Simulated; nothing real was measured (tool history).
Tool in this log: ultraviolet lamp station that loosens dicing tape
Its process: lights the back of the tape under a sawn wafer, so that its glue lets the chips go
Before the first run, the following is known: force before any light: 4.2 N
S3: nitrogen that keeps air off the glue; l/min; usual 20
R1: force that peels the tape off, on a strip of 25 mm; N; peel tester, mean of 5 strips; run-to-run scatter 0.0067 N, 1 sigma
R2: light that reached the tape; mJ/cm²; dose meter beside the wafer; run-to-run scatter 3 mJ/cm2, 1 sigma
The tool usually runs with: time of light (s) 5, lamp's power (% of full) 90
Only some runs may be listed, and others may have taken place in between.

run 1 hour=0 | time_of_light_(s)=5 lamp's_power_(%_of_full)=90 S3=20 | R1=0.318 R2=347
run 2 hour=28.9 | time_of_light_(s)=5 lamp's_power_(%_of_full)=90 S3=20 | R1=0.315 R2=346
run 3 hour=60 | time_of_light_(s)=5 lamp's_power_(%_of_full)=90 S3=20 | R1=0.324 R2=342
-- hour=70 window cleaned of glue's vapour
run 4 hour=95.1 | time_of_light_(s)=5 lamp's_power_(%_of_full)=90 S3=12 | R1=0.307 R2=385
run 5 hour=152.4 | time_of_light_(s)=5 lamp's_power_(%_of_full)=90 S3=28 | R1=0.263 R2=376
run 6 hour=177.7 | time_of_light_(s)=5 lamp's_power_(%_of_full)=90 S3=10 | R1=0.358 R2=370
run 7 hour=220.4 | time_of_light_(s)=5 lamp's_power_(%_of_full)=90 S3=20 | R1=0.282 R2=372
run 8 hour=246.8 | time_of_light_(s)=5 lamp's_power_(%_of_full)=90 S3=20 | R1=0.289 R2=367
run 9 hour=286.9 | time_of_light_(s)=5 lamp's_power_(%_of_full)=90 S3=20 | R1=0.299 R2=357
run 10 hour=336.5 | time_of_light_(s)=5 lamp's_power_(%_of_full)=90 S3=20 | R1=0.307 R2=353
run 11 hour=396 | time_of_light_(s)=5 lamp's_power_(%_of_full)=90 S3=20 | R1=0.317 R2=347
run 12 hour=439 | time_of_light_(s)=5 lamp's_power_(%_of_full)=90 S3=20 | R1=0.326 R2=337
run 13 hour=470.1 | time_of_light_(s)=5 lamp's_power_(%_of_full)=90 S3=20 | R1=0.332 R2=333
run 14 hour=506.5 | time_of_light_(s)=5 lamp's_power_(%_of_full)=90 S3=20 | R1=0.33 R2=332
run 15 hour=541.3 | time_of_light_(s)=5 lamp's_power_(%_of_full)=96 S3=20 | R1=0.316 R2=351
run 16 hour=567.6 | time_of_light_(s)=5 lamp's_power_(%_of_full)=96 S3=20 | R1=0.307 R2=345
run 17 hour=598.3 | time_of_light_(s)=5 lamp's_power_(%_of_full)=96 S3=20 | R1=0.338 R2=341
-- hour=648.3 window cleaned of glue's vapour
run 18 hour=658 | time_of_light_(s)=5 lamp's_power_(%_of_full)=96 S3=20 | R1=0.269 R2=384
run 19 hour=708.8 | time_of_light_(s)=3 lamp's_power_(%_of_full)=90 S3=20 | R1=0.694 R2=213
run 20 hour=761.9 | time_of_light_(s)=4 lamp's_power_(%_of_full)=75 S3=20 | R1=0.615 R2=233
run 21 hour=808 | time_of_light_(s)=6 lamp's_power_(%_of_full)=72 S3=26 | R1=0.323 R2=333
run 22 hour=849.1 | time_of_light_(s)=5 lamp's_power_(%_of_full)=90 S3=25 | R1=0.323 R2=334
run 23 hour=905.6 | time_of_light_(s)=5 lamp's_power_(%_of_full)=90 S3=9 | R1=0.45 R2=328
run 24 hour=950.7 | time_of_light_(s)=5 lamp's_power_(%_of_full)=90 S3=9 | R1=0.468 R2=323
run 25 hour=1004.6 | time_of_light_(s)=5 lamp's_power_(%_of_full)=90 S3=9 | R1=0.493 R2=316
run 26 hour=1034.8 | time_of_light_(s)=5 lamp's_power_(%_of_full)=90 S3=9 | R1=0.482 R2=313
run 27 hour=1060.8 | time_of_light_(s)=5 lamp's_power_(%_of_full)=91 S3=38 | R1=0.325 R2=311
run 28 hour=1114.2 | time_of_light_(s)=3 lamp's_power_(%_of_full)=83 S3=9 | R1=1.183 R2=171
run 29 hour=1154.5 | time_of_light_(s)=3 lamp's_power_(%_of_full)=83 S3=24 | R1=0.961 R2=167
run 30 hour=1196.4 | time_of_light_(s)=2 lamp's_power_(%_of_full)=91 S3=12 | R1=1.59 R2=120
-- hour=1224.8 window cleaned of glue's vapour
run 31 hour=1233.6 | time_of_light_(s)=10 lamp's_power_(%_of_full)=89 S3=20 | R1=0.181 R2=663
run 32 hour=1266.9 | time_of_light_(s)=10 lamp's_power_(%_of_full)=76 S3=16 | R1=0.18 R2=557

4 ways to go on from here, each from the tool as it stands after run 32. What would each give?
run A hour=1323.3 | time_of_light_(s)=6 lamp's_power_(%_of_full)=90 S3=38 | R1=? R2=?
run B hour=1323.3 | time_of_light_(s)=3 lamp's_power_(%_of_full)=73 S3=16 | R1=? R2=?
run C hour=1323.3 | time_of_light_(s)=3 lamp's_power_(%_of_full)=76 S3=16 | R1=? R2=?
run D hour=1323.3 | time_of_light_(s)=5 lamp's_power_(%_of_full)=90 S3=11 | R1=? R2=?

run=A R1=0.23 R2=385
run=B R1=1.117 R2=154
run=C R1=1.081 R2=159
run=D R1=0.403 R2=325
The same runs, with their run-to-run variation unchanged, on a tool lacking any hidden condition would have given:
run=A R1=0.173 R2=539
run=B R1=0.701 R2=216
run=C R1=0.672 R2=224
run=D R1=0.234 R2=454
